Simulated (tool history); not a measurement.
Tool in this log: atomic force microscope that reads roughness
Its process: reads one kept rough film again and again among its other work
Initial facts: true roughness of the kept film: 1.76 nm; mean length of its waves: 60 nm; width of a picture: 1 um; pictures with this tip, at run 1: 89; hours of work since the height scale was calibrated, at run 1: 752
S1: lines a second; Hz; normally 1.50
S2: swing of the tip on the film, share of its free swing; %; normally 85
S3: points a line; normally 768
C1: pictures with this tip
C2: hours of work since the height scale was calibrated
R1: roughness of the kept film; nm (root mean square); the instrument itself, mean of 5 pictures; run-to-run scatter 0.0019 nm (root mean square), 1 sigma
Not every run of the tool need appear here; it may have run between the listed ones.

run 1 day=0.000 | S1=1.50 S2=85 S3=768 | C1=89 C2=752 | R1=1.444
-- day=0.950 new tip fitted
run 2 day=1.575 | S1=1.50 S2=85 S3=613 | C1=21 C2=771 | R1=1.456
run 3 day=3.038 | S1=1.50 S2=85 S3=613 | C1=70 C2=788 | R1=1.444
run 4 day=4.142 | S1=2.39 S2=85 S3=768 | C1=107 C2=802 | R1=1.313
-- day=4.525 new tip fitted
run 5 day=5.054 | S1=2.39 S2=85 S3=508 | C1=18 C2=812 | R1=1.326
run 6 day=6.625 | S1=1.19 S2=85 S3=768 | C1=71 C2=831 | R1=1.502
-- day=8.067 new tip fitted
run 7 day=8.067 | S1=1.50 S2=61 S3=768 | C1=0 C2=849 | R1=1.671
-- day=8.208 height scale calibrated on a step standard
run 8 day=8.992 | S1=1.50 S2=59 S3=815 | C1=30 C2=9 | R1=1.681
run 9 day=9.700 | S1=0.82 S2=76 S3=416 | C1=54 C2=18 | R1=1.631
run 10 day=10.550 | S1=0.69 S2=76 S3=404 | C1=82 C2=28 | R1=1.644
-- day=11.712 new tip fitted
run 11 day=11.712 | S1=0.69 S2=76 S3=404 | C1=0 C2=42 | R1=1.662

Predict each of these 4 candidate next runs independently; none follows another, all start after run 11:
-- day=12.888 height scale calibrated on a step standard, once more
run A day=13.271 | S1=0.67 S2=76 S3=567 | C1=51 C2=5 | R1=?
-- day=12.888 height scale calibrated on a step standard, once more
run B day=13.271 | S1=1.50 S2=79 S3=289 | C1=51 C2=5 | R1=?
-- day=12.888 height scale calibrated on a step standard, once more
run C day=13.271 | S1=1.32 S2=85 S3=768 | C1=51 C2=5 | R1=?
-- day=12.888 height scale calibrated on a step standard, once more
run D day=13.271 | S1=0.69 S2=78 S3=900 | C1=51 C2=5 | R1=?

run=A R1=1.635
run=B R1=1.496
run=C R1=1.470
run=D R1=1.625
Had the tool no hidden state, the same runs would have come out as:
run=A R1=1.647
run=B R1=1.507
run=C R1=1.480
run=D R1=1.636

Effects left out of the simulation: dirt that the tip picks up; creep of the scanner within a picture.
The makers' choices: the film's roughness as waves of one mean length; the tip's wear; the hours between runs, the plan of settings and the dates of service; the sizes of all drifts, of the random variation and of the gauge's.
